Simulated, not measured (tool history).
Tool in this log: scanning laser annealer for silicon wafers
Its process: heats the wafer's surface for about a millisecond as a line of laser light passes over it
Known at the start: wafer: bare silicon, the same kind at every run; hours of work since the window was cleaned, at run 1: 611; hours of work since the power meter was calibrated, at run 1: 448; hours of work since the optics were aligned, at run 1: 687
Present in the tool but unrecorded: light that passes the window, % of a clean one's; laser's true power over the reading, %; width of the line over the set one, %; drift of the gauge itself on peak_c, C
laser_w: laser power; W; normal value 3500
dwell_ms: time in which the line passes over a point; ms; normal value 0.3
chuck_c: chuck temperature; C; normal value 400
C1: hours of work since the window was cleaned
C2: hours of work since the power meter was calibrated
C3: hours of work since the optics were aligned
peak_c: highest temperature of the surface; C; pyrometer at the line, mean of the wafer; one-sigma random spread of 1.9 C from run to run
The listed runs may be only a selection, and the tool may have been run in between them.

Run 1, hour 0: usual settings; C1 611; C2 448; C3 687. Result: peak_c 1137 C.
Run 2, hour 92.5: usual settings; C1 666; C2 503; C3 742. Result: peak_c 1134 C.
Run 3, hour 179.1: usual settings; C1 717; C2 554; C3 794. Result: peak_c 1133 C.
Run 4, hour 241.4: usual settings; C1 755; C2 591; C3 831. Result: peak_c 1128 C.
Run 5, hour 333.6: usual settings; C1 810; C2 646; C3 886. Result: peak_c 1127 C.
Run 6, hour 401.4: usual settings; C1 850; C2 687; C3 927. Result: peak_c 1123 C.
At hour 435.7: window over the wafer cleaned.
Run 7, hour 503.1: usual settings but dwell_ms 0.285 ms; C1 40; C2 746; C3 986. Result: peak_c 1135 C.
Run 8, hour 569: usual settings; C1 79; C2 786; C3 1025. Result: peak_c 1161 C.
Run 9, hour 635.5: usual settings; C1 119; C2 825; C3 1065. Result: peak_c 1156 C.
Run 10, hour 688.2: usual settings; C1 151; C2 857; C3 1096. Result: peak_c 1157 C.
Run 11, hour 786.9: usual settings but laser_w 3770 W, dwell_ms 0.215 ms, chuck_c 361 C; C1 209; C2 915; C3 1155. Result: peak_c 1024 C.
Run 12, hour 861.5: usual settings but laser_w 3770 W, dwell_ms 0.215 ms, chuck_c 361 C; C1 254; C2 960; C3 1200. Result: peak_c 1020 C.
Run 13, hour 926.7: usual settings but laser_w 3464 W, dwell_ms 0.361 ms, chuck_c 386 C; C1 293; C2 999; C3 1238. Result: peak_c 1213 C.
Run 14, hour 979: usual settings but laser_w 3057 W, dwell_ms 0.313 ms, chuck_c 407 C; C1 324; C2 1030; C3 1270. Result: peak_c 1080 C.

Run 15 is up next; what results do you expect?
Run 15, hour 1066.1: usual settings but laser_w 3057 W, dwell_ms 0.255 ms, chuck_c 425 C; C1 376; C2 1082; C3 1322. Result: peak_c ?.

{"run 15": {"peak_c": 1021}}
The same run, on a tool lacking any hidden state, would have yielded peak_c 1032 C.

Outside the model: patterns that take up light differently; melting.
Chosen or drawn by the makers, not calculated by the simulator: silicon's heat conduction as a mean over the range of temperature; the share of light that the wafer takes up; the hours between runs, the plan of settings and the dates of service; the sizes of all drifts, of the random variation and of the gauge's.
